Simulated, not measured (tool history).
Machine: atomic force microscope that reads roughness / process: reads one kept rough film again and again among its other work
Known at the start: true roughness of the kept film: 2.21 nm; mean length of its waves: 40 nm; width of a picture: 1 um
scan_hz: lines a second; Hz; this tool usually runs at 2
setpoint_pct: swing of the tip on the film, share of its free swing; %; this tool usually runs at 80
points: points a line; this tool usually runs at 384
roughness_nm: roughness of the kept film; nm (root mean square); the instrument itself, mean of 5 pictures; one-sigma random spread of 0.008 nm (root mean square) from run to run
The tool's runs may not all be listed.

run	hour	scan_hz	setpoint_pct	points	roughness_nm
1	0	2	80	384	1.634
2	20.2	2	80	384	1.621
# hour 44.8: new tip fitted
3	44.8	2	80	384	1.758
4	75.6	2	80	384	1.733
5	93.6	2	80	384	1.724
6	112.9	2	80	384	1.692
7	130.5	2	80	411	1.692
8	165.1	2	80	411	1.671
9	198.8	2	80	411	1.645
10	218.9	2	80	411	1.637
11	252.5	2	58	411	1.882
12	280.5	2	80	463	1.603
# hour 287.7: new tip fitted
13	311.5	2	77	384	1.784
14	341.7	2	77	384	1.763
15	370.7	2	77	384	1.732
16	402.4	2	77	384	1.71
17	427.1	2	77	384	1.703
18	445.4	2	80	384	1.66
19	465.4	2	63	384	1.853
20	487.4	2	63	384	1.838
21	520.8	2	63	384	1.8
# hour 529.6: new tip fitted
22	550.2	2	63	384	1.976
23	565.5	2	80	258	1.729
24	582.2	2	80	258	1.718
25	612.4	0.73	80	462	1.943
26	636.3	1	57	384	2.005
27	667.8	0.88	69	1021	1.953
28	681.8	2	61	776	1.89
29	706	1.47	61	402	1.926
30	722.7	1.88	64	512	1.834
31	747.1	1.88	64	512	1.836
# hour 770.6: new tip fitted
32	781.8	0.75	64	360	2.091
33	809.1	2	80	422	1.732
34	834.2	2	83	1012	1.687
35	849.4	2	77	643	1.778
36	871.3	0.78	80	384	1.912
37	904	3.84	80	384	1.419
38	924.7	0.97	80	370	1.838
39	956.3	2	90	727	1.474
40	978.3	2	80	921	1.639
41	993	2	80	359	1.609
42	1009.5	2	64	384	1.795
# hour 1012.7: new tip fitted
43	1024.1	3.6	64	384	1.856
44	1041.7	3.6	67	257	1.78
45	1069.7	3.6	67	257	1.747

Predict each of these 4 candidate next runs independently; none follows another, all start after run 45:
A	1087.2	3.96	79	384	?
B	1087.2	0.56	78	616	?
C	1087.2	1.56	80	375	?
D	1087.2	0.96	67	797	?

run	roughness_nm
A	1.484
B	1.998
C	1.786
D	2.027
Without the tool's hidden state the same runs would have given:
run	roughness_nm
A	1.508
B	2.031
C	1.815
D	2.061
